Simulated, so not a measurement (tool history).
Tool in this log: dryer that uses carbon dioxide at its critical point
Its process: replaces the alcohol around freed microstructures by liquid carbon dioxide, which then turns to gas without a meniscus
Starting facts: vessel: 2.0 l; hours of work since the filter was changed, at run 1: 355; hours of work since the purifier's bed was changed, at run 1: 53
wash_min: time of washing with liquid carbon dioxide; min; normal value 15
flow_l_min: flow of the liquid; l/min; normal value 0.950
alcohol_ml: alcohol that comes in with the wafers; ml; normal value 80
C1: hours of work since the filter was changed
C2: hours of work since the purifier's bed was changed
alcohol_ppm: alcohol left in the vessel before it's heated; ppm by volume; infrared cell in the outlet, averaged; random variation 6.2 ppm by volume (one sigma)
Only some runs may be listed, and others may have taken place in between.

{"run": 1, "hour": 0.0, "wash_min": 15, "flow_l_min": 0.95, "alcohol_ml": 80, "C1": 355, "C2": 53, "alcohol_ppm": 482}
{"run": 2, "hour": 12.7, "wash_min": 15, "flow_l_min": 0.95, "alcohol_ml": 80, "C1": 365, "C2": 63, "alcohol_ppm": 502}
{"run": 3, "hour": 26.5, "wash_min": 15, "flow_l_min": 0.95, "alcohol_ml": 80, "C1": 376, "C2": 74, "alcohol_ppm": 507}
{"run": 4, "hour": 36.7, "wash_min": 15, "flow_l_min": 0.95, "alcohol_ml": 80, "C1": 384, "C2": 82, "alcohol_ppm": 533}
{"run": 5, "hour": 47.1, "wash_min": 15, "flow_l_min": 0.95, "alcohol_ml": 80, "C1": 392, "C2": 90, "alcohol_ppm": 515}
{"hour": 56.1, "done": "inlet filter changed"}
{"run": 6, "hour": 59.6, "wash_min": 15, "flow_l_min": 0.95, "alcohol_ml": 80, "C1": 3, "C2": 99, "alcohol_ppm": 235}
{"run": 7, "hour": 69.1, "wash_min": 15, "flow_l_min": 0.95, "alcohol_ml": 80, "C1": 10, "C2": 106, "alcohol_ppm": 258}
{"run": 8, "hour": 77.5, "wash_min": 15, "flow_l_min": 0.95, "alcohol_ml": 80, "C1": 17, "C2": 113, "alcohol_ppm": 263}
{"run": 9, "hour": 90.1, "wash_min": 15, "flow_l_min": 0.95, "alcohol_ml": 80, "C1": 26, "C2": 123, "alcohol_ppm": 260}
{"run": 10, "hour": 99.6, "wash_min": 15, "flow_l_min": 0.625, "alcohol_ml": 80, "C1": 34, "C2": 130, "alcohol_ppm": 1411}
{"run": 11, "hour": 111.7, "wash_min": 15, "flow_l_min": 1.374, "alcohol_ml": 80, "C1": 43, "C2": 140, "alcohol_ppm": 36}
{"run": 12, "hour": 120.8, "wash_min": 11, "flow_l_min": 0.812, "alcohol_ml": 38, "C1": 50, "C2": 147, "alcohol_ppm": 816}
{"run": 13, "hour": 130.6, "wash_min": 24, "flow_l_min": 1.179, "alcohol_ml": 38, "C1": 58, "C2": 154, "alcohol_ppm": 11}
{"run": 14, "hour": 143.0, "wash_min": 24, "flow_l_min": 1.179, "alcohol_ml": 38, "C1": 68, "C2": 164, "alcohol_ppm": 6}
{"run": 15, "hour": 151.7, "wash_min": 24, "flow_l_min": 1.179, "alcohol_ml": 38, "C1": 74, "C2": 171, "alcohol_ppm": 18}
{"run": 16, "hour": 163.1, "wash_min": 9, "flow_l_min": 0.888, "alcohol_ml": 107, "C1": 83, "C2": 180, "alcohol_ppm": 3308}
{"run": 17, "hour": 175.7, "wash_min": 9, "flow_l_min": 0.888, "alcohol_ml": 107, "C1": 93, "C2": 189, "alcohol_ppm": 3357}
{"run": 18, "hour": 189.1, "wash_min": 9, "flow_l_min": 1.296, "alcohol_ml": 44, "C1": 103, "C2": 200, "alcohol_ppm": 403}
{"run": 19, "hour": 197.8, "wash_min": 13, "flow_l_min": 0.934, "alcohol_ml": 64, "C1": 110, "C2": 207, "alcohol_ppm": 495}
{"run": 20, "hour": 209.4, "wash_min": 11, "flow_l_min": 1.0, "alcohol_ml": 21, "C1": 119, "C2": 216, "alcohol_ppm": 256}

For run 21, what comes out?
{"run": 21, "hour": 218.9, "wash_min": 11, "flow_l_min": 0.95, "alcohol_ml": 78, "C1": 127, "C2": 223, "alcohol_ppm": "?"}

{"run 21": {"alcohol_ppm": 1092}}
On a tool with no hidden condition, and with the same random variation, this run would have come out at alcohol_ppm 900 ppm by volume.

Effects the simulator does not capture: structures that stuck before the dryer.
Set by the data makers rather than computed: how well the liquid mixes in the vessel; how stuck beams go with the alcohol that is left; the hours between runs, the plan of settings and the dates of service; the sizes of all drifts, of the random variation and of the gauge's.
